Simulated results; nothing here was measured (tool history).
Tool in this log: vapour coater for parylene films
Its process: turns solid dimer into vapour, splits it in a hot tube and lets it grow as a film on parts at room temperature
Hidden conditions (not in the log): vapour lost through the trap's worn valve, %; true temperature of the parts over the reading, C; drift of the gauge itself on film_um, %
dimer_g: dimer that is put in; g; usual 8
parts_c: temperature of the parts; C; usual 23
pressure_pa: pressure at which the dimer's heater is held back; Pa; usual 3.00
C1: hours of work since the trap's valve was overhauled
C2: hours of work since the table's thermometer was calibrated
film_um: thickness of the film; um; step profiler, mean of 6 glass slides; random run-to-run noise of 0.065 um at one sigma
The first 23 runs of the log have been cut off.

{"run": 24, "hour": 532.4, "dimer_g": 3, "parts_c": 22, "pressure_pa": 9.28, "C1": 43, "C2": 663, "film_um": 2.23}
{"run": 25, "hour": 557.0, "dimer_g": 3, "parts_c": 22, "pressure_pa": 9.28, "C1": 55, "C2": 675, "film_um": 2.17}
{"run": 26, "hour": 583.1, "dimer_g": 3, "parts_c": 22, "pressure_pa": 4.23, "C1": 69, "C2": 688, "film_um": 2.61}
{"run": 27, "hour": 602.8, "dimer_g": 8, "parts_c": 23, "pressure_pa": 8.85, "C1": 79, "C2": 698, "film_um": 5.78}
{"run": 28, "hour": 625.0, "dimer_g": 6, "parts_c": 18, "pressure_pa": 8.85, "C1": 90, "C2": 710, "film_um": 4.65}
{"run": 29, "hour": 646.5, "dimer_g": 8, "parts_c": 25, "pressure_pa": 4.54, "C1": 101, "C2": 721, "film_um": 6.52}
{"run": 30, "hour": 675.1, "dimer_g": 8, "parts_c": 25, "pressure_pa": 4.54, "C1": 116, "C2": 735, "film_um": 6.47}
{"run": 31, "hour": 693.6, "dimer_g": 8, "parts_c": 25, "pressure_pa": 4.54, "C1": 125, "C2": 745, "film_um": 6.52}
{"run": 32, "hour": 720.8, "dimer_g": 6, "parts_c": 20, "pressure_pa": 2.47, "C1": 139, "C2": 758, "film_um": 6.22}

Branching from run 32: 3 alternative next runs. What would each branch give?
{"run": "A", "hour": 748.0, "dimer_g": 8, "parts_c": 22, "pressure_pa": 5.93, "C1": 153, "C2": 772, "film_um": "?"}
{"run": "B", "hour": 748.0, "dimer_g": 6, "parts_c": 20, "pressure_pa": 2.12, "C1": 153, "C2": 772, "film_um": "?"}
{"run": "C", "hour": 748.0, "dimer_g": 3, "parts_c": 22, "pressure_pa": 5.98, "C1": 153, "C2": 772, "film_um": "?"}

run=A film_um=6.33
run=B film_um=6.37
run=C film_um=2.39
Without the tool's hidden state the same runs would have given:
run=A film_um=6.58
run=B film_um=6.63
run=C film_um=2.48
